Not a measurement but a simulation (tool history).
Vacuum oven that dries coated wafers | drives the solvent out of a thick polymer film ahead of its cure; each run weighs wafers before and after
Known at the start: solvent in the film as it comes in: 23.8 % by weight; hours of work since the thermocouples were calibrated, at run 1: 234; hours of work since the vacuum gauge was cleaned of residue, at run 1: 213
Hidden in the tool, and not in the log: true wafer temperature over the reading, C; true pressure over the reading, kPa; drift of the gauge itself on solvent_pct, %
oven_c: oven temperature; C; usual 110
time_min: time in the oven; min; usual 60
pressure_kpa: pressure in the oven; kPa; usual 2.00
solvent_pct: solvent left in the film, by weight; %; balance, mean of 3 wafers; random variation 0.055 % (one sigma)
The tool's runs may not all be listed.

run	hour	oven_c	time_min	pressure_kpa	hours of work since the thermocouples were calibrated	hours of work since the vacuum gauge was cleaned of residue	solvent_pct
1	0.0	110	60	2.00	234	213	2.72
2	27.5	110	60	2.00	248	227	2.66
3	45.4	105	60	2.00	257	236	3.65
4	65.3	105	60	2.00	266	245	3.70
5	93.7	105	60	2.00	280	259	3.75
6	117.0	105	60	2.00	292	271	3.86
7	143.5	110	60	2.00	305	284	2.59
8	157.0	110	60	2.00	312	290	2.62
9	189.1	110	60	2.00	327	306	2.68
10	205.3	110	60	2.00	335	314	2.64
11	225.5	110	60	2.00	345	324	2.66
12	253.4	105	60	2.00	359	338	3.72
13	280.8	105	60	2.00	372	351	3.83
14	299.6	105	60	2.00	381	360	3.73
15	322.1	110	60	2.00	393	371	2.63
16	350.1	102	60	2.00	406	385	4.50
17	380.9	102	60	2.00	421	400	4.60
18	403.9	110	60	5.76	433	412	4.97
19	431.8	110	55	2.00	446	425	2.97
20	461.3	110	60	2.00	461	440	2.76
21	491.5	110	60	2.00	476	455	2.69
22	515.3	110	60	2.00	487	466	2.77
23	542.8	110	60	2.00	501	480	2.76
24	557.0	121	60	6.62	508	487	3.32
25	580.6	110	88	2.64	519	498	2.21
26	593.9	110	91	2.64	526	505	2.21
27	618.0	110	91	2.64	538	517	2.16
28	635.9	121	34	2.00	547	525	2.76
29	657.3	110	44	1.42	557	536	3.71
30	684.8	104	36	3.55	571	549	8.07
31	704.3	104	52	3.11	580	559	5.72
32	731.5	113	58	2.39	593	572	2.55
33	763.7	111	65	1.21	609	588	1.86
34	790.5	110	83	2.00	622	601	1.97
35	815.3	107	34	3.90	635	614	7.62
36	836.3	107	41	1.29	645	624	4.82
37	853.3	106	31	4.79	653	632	8.84
38	885.3	106	31	4.79	669	648	9.13
39	903.5	106	99	2.85	678	657	2.80
40	923.6	105	62	1.98	688	667	3.90
41	950.4	105	71	1.98	701	680	3.24
42	970.6	105	71	1.98	711	690	3.25
43	1001.8	123	60	2.44	726	705	1.34
44	1021.8	121	68	3.12	736	715	1.78
45	1040.7	121	68	3.12	745	724	1.73
46	1072.3	106	49	5.67	761	740	7.19

Some steps in solvent_pct between neighbouring runs. How much of each would the tool show without its hidden state too (settings, what came in, random variation), and how much is left for the hidden state, with any gauge scatter that isn't in both results?
Run 34 -> 35: oven_c 110 -> 107, time_min 83 -> 34, pressure_kpa 2.00 -> 3.90. solvent_pct +5.65 %: hidden state +0.28, all else +5.37.
Run 38 -> 39: time_min 31 -> 99, pressure_kpa 4.79 -> 2.85. solvent_pct -6.33 %: hidden state -0.24, all else -6.09.
Run 42 -> 43: oven_c 105 -> 123, time_min 71 -> 60, pressure_kpa 1.98 -> 2.44. solvent_pct -1.91 %: hidden state -0.28, all else -1.63.
Run 45 -> 46: oven_c 121 -> 106, time_min 68 -> 49, pressure_kpa 3.12 -> 5.67. solvent_pct +5.46 %: hidden state +0.46, all else +5.00.
